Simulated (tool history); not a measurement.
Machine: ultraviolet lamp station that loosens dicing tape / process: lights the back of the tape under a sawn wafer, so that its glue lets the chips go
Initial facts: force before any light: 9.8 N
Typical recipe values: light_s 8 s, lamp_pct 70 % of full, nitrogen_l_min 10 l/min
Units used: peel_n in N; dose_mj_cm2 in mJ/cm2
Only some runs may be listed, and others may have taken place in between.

run	hour	light_s	lamp_pct	nitrogen_l_min	peel_n	dose_mj_cm2
1	0	8	70	10	1.99	434
2	23.7	6	70	10	2.935	325
3	44.4	6	70	10	2.992	311
4	66.1	8	70	10	2.145	415
5	94.2	8	70	15	1.775	415
6	113	8	70	10	2.146	406
7	127.8	8	70	10	2.275	396
8	140.6	8	86	10	1.552	497
9	154.6	8	86	10	1.625	483
10	168.6	8	70	17	1.712	393
11	197.7	6	65	10	3.746	267
12	216	6	65	10	3.623	265

What does the tool deliver on the next run?
13	241.8	10	78	4	?	?

{"run 13": {"peel_n": 2.588, "dose_mj_cm2": 522}}
If the tool had no hidden condition, the same run with the same run-to-run variation would have returned peel_n 1.639 N, dose_mj_cm2 707 mJ/cm2.
